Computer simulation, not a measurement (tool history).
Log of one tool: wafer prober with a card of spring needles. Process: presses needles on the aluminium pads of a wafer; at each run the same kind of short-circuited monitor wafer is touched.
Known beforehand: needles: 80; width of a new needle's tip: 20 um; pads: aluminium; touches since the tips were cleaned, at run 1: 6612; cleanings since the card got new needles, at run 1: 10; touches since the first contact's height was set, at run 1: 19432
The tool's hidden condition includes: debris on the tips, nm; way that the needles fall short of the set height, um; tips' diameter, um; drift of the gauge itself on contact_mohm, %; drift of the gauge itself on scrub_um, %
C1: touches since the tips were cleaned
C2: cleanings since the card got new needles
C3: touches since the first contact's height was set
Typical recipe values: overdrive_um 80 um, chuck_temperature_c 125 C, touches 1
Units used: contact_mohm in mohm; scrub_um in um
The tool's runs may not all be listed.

run 1 hour=0.0 | overdrive_um=80 chuck_temperature_c=125 touches=1 | C1=6612 C2=10 C3=19432 | contact_mohm=185 scrub_um=16.474
-- hour=1.8 tips cleaned on abrasive film
run 2 hour=7.0 | overdrive_um=80 chuck_temperature_c=125 touches=1 | C1=2789 C2=11 C3=23164 | contact_mohm=185 scrub_um=16.470
run 3 hour=12.2 | overdrive_um=80 chuck_temperature_c=125 touches=1 | C1=5591 C2=11 C3=25966 | contact_mohm=184 scrub_um=16.474
-- hour=15.8 tips cleaned on abrasive film
run 4 hour=17.9 | overdrive_um=80 chuck_temperature_c=125 touches=1 | C1=1156 C2=12 C3=29043 | contact_mohm=186 scrub_um=16.480
run 5 hour=22.8 | overdrive_um=80 chuck_temperature_c=63 touches=1 | C1=3769 C2=12 C3=31656 | contact_mohm=171 scrub_um=16.475
run 6 hour=28.2 | overdrive_um=80 chuck_temperature_c=125 touches=2 | C1=6733 C2=12 C3=34620 | contact_mohm=181 scrub_um=16.468
-- hour=29.6 tips cleaned on abrasive film
run 7 hour=35.1 | overdrive_um=80 chuck_temperature_c=125 touches=1 | C1=2972 C2=13 C3=38263 | contact_mohm=185 scrub_um=16.484
run 8 hour=41.5 | overdrive_um=79 chuck_temperature_c=47 touches=1 | C1=6448 C2=13 C3=41739 | contact_mohm=170 scrub_um=16.266
-- hour=43.3 tips cleaned on abrasive film
run 9 hour=46.4 | overdrive_um=79 chuck_temperature_c=47 touches=1 | C1=1725 C2=14 C3=44364 | contact_mohm=169 scrub_um=16.262
run 10 hour=54.2 | overdrive_um=66 chuck_temperature_c=39 touches=1 | C1=5929 C2=14 C3=48568 | contact_mohm=168 scrub_um=13.597
-- hour=57.4 tips cleaned on abrasive film
run 11 hour=59.5 | overdrive_um=97 chuck_temperature_c=63 touches=1 | C1=1176 C2=15 C3=51400 | contact_mohm=166 scrub_um=19.981
run 12 hour=63.2 | overdrive_um=75 chuck_temperature_c=26 touches=1 | C1=3165 C2=15 C3=53389 | contact_mohm=164 scrub_um=15.450
-- hour=71.1 tips cleaned on abrasive film
run 13 hour=71.1 | overdrive_um=71 chuck_temperature_c=44 touches=2 | C1=0 C2=16 C3=57620 | contact_mohm=168 scrub_um=14.628
run 14 hour=75.2 | overdrive_um=80 chuck_temperature_c=43 touches=1 | C1=2212 C2=16 C3=59832 | contact_mohm=166 scrub_um=16.469

Forecast each of these 3 alternatives for the next run:
run A hour=81.5 | overdrive_um=78 chuck_temperature_c=125 touches=1 | C1=5616 C2=16 C3=63236 | contact_mohm=? scrub_um=?
run B hour=81.5 | overdrive_um=85 chuck_temperature_c=70 touches=2 | C1=5616 C2=16 C3=63236 | contact_mohm=? scrub_um=?
run C hour=81.5 | overdrive_um=73 chuck_temperature_c=44 touches=2 | C1=5616 C2=16 C3=63236 | contact_mohm=? scrub_um=?

run=A contact_mohm=182 scrub_um=16.071
run=B contact_mohm=173 scrub_um=17.509
run=C contact_mohm=171 scrub_um=15.038
Without the tool's hidden state the same runs would have given:
run=A contact_mohm=181 scrub_um=16.071
run=B contact_mohm=172 scrub_um=17.510
run=C contact_mohm=171 scrub_um=15.039

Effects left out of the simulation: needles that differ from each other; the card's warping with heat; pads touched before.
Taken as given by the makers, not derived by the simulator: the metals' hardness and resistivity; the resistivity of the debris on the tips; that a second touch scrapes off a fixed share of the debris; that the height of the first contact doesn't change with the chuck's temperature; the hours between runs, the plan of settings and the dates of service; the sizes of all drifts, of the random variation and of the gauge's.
